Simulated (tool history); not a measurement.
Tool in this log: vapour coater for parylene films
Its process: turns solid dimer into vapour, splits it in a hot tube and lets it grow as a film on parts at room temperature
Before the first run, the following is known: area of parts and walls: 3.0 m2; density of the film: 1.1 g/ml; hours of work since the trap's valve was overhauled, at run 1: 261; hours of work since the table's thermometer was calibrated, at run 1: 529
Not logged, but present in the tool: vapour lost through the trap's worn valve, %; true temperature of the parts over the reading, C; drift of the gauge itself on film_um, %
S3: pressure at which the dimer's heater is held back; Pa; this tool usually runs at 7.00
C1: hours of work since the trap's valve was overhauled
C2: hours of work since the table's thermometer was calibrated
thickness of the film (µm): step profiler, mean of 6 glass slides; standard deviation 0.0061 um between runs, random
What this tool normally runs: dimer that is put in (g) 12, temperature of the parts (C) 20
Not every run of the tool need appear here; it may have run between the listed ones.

Run 1, hour 0.0: usual settings; C1 261; C2 529. Result: thickness of the film (µm) 1.808.
Run 2, hour 7.9: usual settings but S3 2.47 Pa; C1 267; C2 536. Result: thickness of the film (µm) 2.273.
Run 3, hour 14.9: usual settings but S3 2.47 Pa; C1 273; C2 541. Result: thickness of the film (µm) 2.264.
Run 4, hour 30.9: usual settings; C1 286; C2 555. Result: thickness of the film (µm) 1.793.
Run 5, hour 44.6: usual settings; C1 298; C2 566. Result: thickness of the film (µm) 1.792.
Run 6, hour 53.5: usual settings; C1 305; C2 573. Result: thickness of the film (µm) 1.787.
Run 7, hour 62.4: usual settings; C1 313; C2 581. Result: thickness of the film (µm) 1.786.
Run 8, hour 69.9: usual settings; C1 319; C2 587. Result: thickness of the film (µm) 1.779.
Run 9, hour 85.6: usual settings; C1 332; C2 600. Result: thickness of the film (µm) 1.799.
Run 10, hour 98.5: usual settings but temperature of the parts (C) 25; C1 342; C2 611. Result: thickness of the film (µm) 1.460.
Run 11, hour 110.2: usual settings but dimer that is put in (g) 19; C1 352; C2 620. Result: thickness of the film (µm) 2.815.
Run 12, hour 120.5: usual settings but dimer that is put in (g) 8; C1 361; C2 629. Result: thickness of the film (µm) 1.189.
Run 13, hour 130.7: usual settings but temperature of the parts (C) 26; C1 369; C2 637. Result: thickness of the film (µm) 1.405.
At hour 136.2: trap's valve overhauled.
Run 14, hour 150.7: usual settings but temperature of the parts (C) 26; C1 12; C2 650. Result: thickness of the film (µm) 1.491.
Run 15, hour 163.7: usual settings; C1 23; C2 661. Result: thickness of the film (µm) 1.899.
Run 16, hour 177.2: usual settings; C1 34; C2 672. Result: thickness of the film (µm) 1.901.
Run 17, hour 188.6: usual settings; C1 43; C2 682. Result: thickness of the film (µm) 1.891.
Run 18, hour 201.4: usual settings; C1 54; C2 692. Result: thickness of the film (µm) 1.890.
Run 19, hour 214.9: usual settings but dimer that is put in (g) 10, temperature of the parts (C) 25, S3 3.61 Pa; C1 65; C2 704. Result: thickness of the film (µm) 1.490.
Run 20, hour 228.1: usual settings but dimer that is put in (g) 6, temperature of the parts (C) 19; C1 76; C2 714. Result: thickness of the film (µm) 0.982.
Run 21, hour 244.0: usual settings but dimer that is put in (g) 6, temperature of the parts (C) 19; C1 89; C2 728. Result: thickness of the film (µm) 0.977.
Run 22, hour 259.1: usual settings but dimer that is put in (g) 16, temperature of the parts (C) 27; C1 102; C2 740. Result: thickness of the film (µm) 1.890.
Run 23, hour 266.9: usual settings but dimer that is put in (g) 16, temperature of the parts (C) 27; C1 108; C2 747. Result: thickness of the film (µm) 1.892.
Run 24, hour 276.2: usual settings but dimer that is put in (g) 7, temperature of the parts (C) 24; C1 116; C2 754. Result: thickness of the film (µm) 0.934.
Run 25, hour 286.0: usual settings but dimer that is put in (g) 7, temperature of the parts (C) 12, S3 8.61 Pa; C1 124; C2 762. Result: thickness of the film (µm) 1.440.
Run 26, hour 294.2: usual settings but dimer that is put in (g) 7, temperature of the parts (C) 12, S3 8.61 Pa; C1 131; C2 769. Result: thickness of the film (µm) 1.436.
Run 27, hour 308.9: usual settings but dimer that is put in (g) 5, temperature of the parts (C) 12, S3 9.48 Pa; C1 143; C2 781. Result: thickness of the film (µm) 1.013.
Run 28, hour 320.6: usual settings but S3 9.52 Pa; C1 153; C2 791. Result: thickness of the film (µm) 1.747.
Run 29, hour 331.7: usual settings but S3 9.52 Pa; C1 162; C2 800. Result: thickness of the film (µm) 1.731.
Run 30, hour 341.6: usual settings but dimer that is put in (g) 6, temperature of the parts (C) 21, S3 7.22 Pa; C1 170; C2 808. Result: thickness of the film (µm) 0.880.
Run 31, hour 349.3: usual settings but dimer that is put in (g) 18, temperature of the parts (C) 13, S3 8.58 Pa; C1 176; C2 815. Result: thickness of the film (µm) 3.537.
Run 32, hour 362.5: usual settings but dimer that is put in (g) 11, S3 8.58 Pa; C1 187; C2 826. Result: thickness of the film (µm) 1.630.
Run 33, hour 375.5: usual settings but dimer that is put in (g) 7, temperature of the parts (C) 16, S3 4.02 Pa; C1 198; C2 836. Result: thickness of the film (µm) 1.419.

Each row is a separate what-if for the run after 33, all from the same tool condition, not one after another. Results?
Run A, hour 389.3: usual settings but temperature of the parts (C) 22, S3 4.02 Pa; C1 209; C2 848. Result: thickness of the film (µm) ?.
Run B, hour 389.3: usual settings but dimer that is put in (g) 20, temperature of the parts (C) 24, S3 9.23 Pa; C1 209; C2 848. Result: thickness of the film (µm) ?.
Run C, hour 389.3: usual settings but dimer that is put in (g) 7, temperature of the parts (C) 16, S3 8.10 Pa; C1 209; C2 848. Result: thickness of the film (µm) ?.

run  thickness of the film (µm)
  A                       1.926
  B                       2.469
  C                       1.227
The same runs, with their run-to-run variation unchanged, on a tool lacking any hidden condition would have given:
run  thickness of the film (µm)
  A                       1.918
  B                       2.459
  C                       1.221

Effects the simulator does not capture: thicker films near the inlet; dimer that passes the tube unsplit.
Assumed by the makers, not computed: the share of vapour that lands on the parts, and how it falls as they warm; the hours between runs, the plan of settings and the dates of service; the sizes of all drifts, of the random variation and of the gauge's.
